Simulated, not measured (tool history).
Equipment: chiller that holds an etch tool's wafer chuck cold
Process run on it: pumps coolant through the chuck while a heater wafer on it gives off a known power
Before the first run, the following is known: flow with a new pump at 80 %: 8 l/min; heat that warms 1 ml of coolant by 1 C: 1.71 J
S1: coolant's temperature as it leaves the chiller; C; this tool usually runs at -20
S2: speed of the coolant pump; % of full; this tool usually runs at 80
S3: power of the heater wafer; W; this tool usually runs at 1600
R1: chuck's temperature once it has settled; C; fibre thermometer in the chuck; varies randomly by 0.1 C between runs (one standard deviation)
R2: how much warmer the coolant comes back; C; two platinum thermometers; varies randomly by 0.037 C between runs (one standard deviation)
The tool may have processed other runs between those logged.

| run | hour | S1 | S2 | S3 | R1 | R2 |
|---|---|---|---|---|---|---|
| 1 | 0.0 | -20 | 80 | 1600 | -8.4 | 7.03 |
|  | 67.7 | coolant pump overhauled |
| 2 | 79.7 | -20 | 80 | 1600 | -8.2 | 7.03 |
| 3 | 167.6 | -20 | 80 | 1600 | -8.2 | 7.03 |
| 4 | 214.5 | -20 | 63 | 1600 | -6.2 | 9.06 |
| 5 | 253.0 | -20 | 63 | 1735 | -5.0 | 9.86 |
| 6 | 318.0 | -20 | 80 | 1600 | -8.1 | 7.00 |
| 7 | 412.4 | -20 | 80 | 1600 | -8.3 | 6.95 |
| 8 | 473.1 | -20 | 80 | 1600 | -8.3 | 6.95 |
| 9 | 563.3 | -20 | 80 | 1600 | -8.4 | 6.97 |
| 10 | 633.5 | -20 | 80 | 1242 | -10.9 | 5.32 |
| 11 | 671.6 | -20 | 80 | 1600 | -8.5 | 6.93 |
| 12 | 740.1 | -20 | 80 | 1600 | -8.3 | 6.90 |
| 13 | 823.7 | -20 | 80 | 1600 | -8.2 | 6.94 |
| 14 | 916.8 | -20 | 80 | 1600 | -8.3 | 6.89 |
| 15 | 972.3 | -20 | 80 | 1600 | -8.3 | 6.87 |
| 16 | 1059.8 | -20 | 80 | 1600 | -8.2 | 6.89 |
| 17 | 1098.0 | -20 | 80 | 1600 | -8.2 | 6.87 |
|  | 1131.9 | coolant changed, channels flushed |
| 18 | 1190.3 | -23 | 61 | 1695 | -7.9 | 9.72 |
| 19 | 1240.6 | -23 | 61 | 1695 | -8.1 | 9.80 |
| 20 | 1335.6 | -24 | 65 | 2137 | -5.9 | 11.51 |
| 21 | 1395.8 | -24 | 65 | 2137 | -6.0 | 11.56 |
|  | 1448.3 | gauge calibrated |
| 22 | 1454.6 | -24 | 65 | 2137 | -5.9 | 11.70 |
| 23 | 1499.7 | -24 | 65 | 2137 | -6.0 | 11.64 |
| 24 | 1557.4 | -25 | 62 | 1600 | -10.9 | 9.16 |
| 25 | 1616.6 | -14 | 68 | 1472 | -1.7 | 7.70 |
| 26 | 1692.1 | -24 | 80 | 890 | -17.5 | 3.86 |
| 27 | 1754.2 | -27 | 78 | 1181 | -18.2 | 5.25 |
| 28 | 1842.3 | -15 | 80 | 1199 | -6.1 | 5.24 |
| 29 | 1913.7 | -15 | 80 | 1199 | -6.2 | 5.24 |
| 30 | 2004.6 | -15 | 80 | 1199 | -6.2 | 5.20 |
| 31 | 2080.2 | -15 | 68 | 1576 | -1.8 | 8.10 |

Difference, measured minus no-hidden-state, one row per run. Run-to-run variation is common to both terms; the gauge's own scatter need not be:
The hidden state here: heat passed by the chuck's channels, % of clean ones'; flow at a given pump speed, % of a new pump's; coolant's true temperature over the reading, C; drift of the gauge itself on chuck_c, C; drift of the gauge itself on warmer_back_c, C.
| run | R2 |
|---|---|
| 1 | +0.02 |
| 2 | -0.01 |
| 3 | -0.03 |
| 4 | -0.03 |
| 5 | -0.04 |
| 6 | -0.05 |
| 7 | -0.07 |
| 8 | -0.07 |
| 9 | -0.09 |
| 10 | -0.10 |
| 11 | -0.11 |
| 12 | -0.12 |
| 13 | -0.14 |
| 14 | -0.15 |
| 15 | -0.15 |
| 16 | -0.17 |
| 17 | -0.17 |
| 18 | -0.19 |
| 19 | -0.20 |
| 20 | -0.20 |
| 21 | -0.22 |
| 22 | +0.01 |
| 23 | +0.01 |
| 24 | -0.01 |
| 25 | -0.02 |
| 26 | -0.04 |
| 27 | -0.05 |
| 28 | -0.06 |
| 29 | -0.07 |
| 30 | -0.08 |
| 31 | -0.09 |
R1 without the hidden state stays within 0.1 C of what was measured, in all runs.

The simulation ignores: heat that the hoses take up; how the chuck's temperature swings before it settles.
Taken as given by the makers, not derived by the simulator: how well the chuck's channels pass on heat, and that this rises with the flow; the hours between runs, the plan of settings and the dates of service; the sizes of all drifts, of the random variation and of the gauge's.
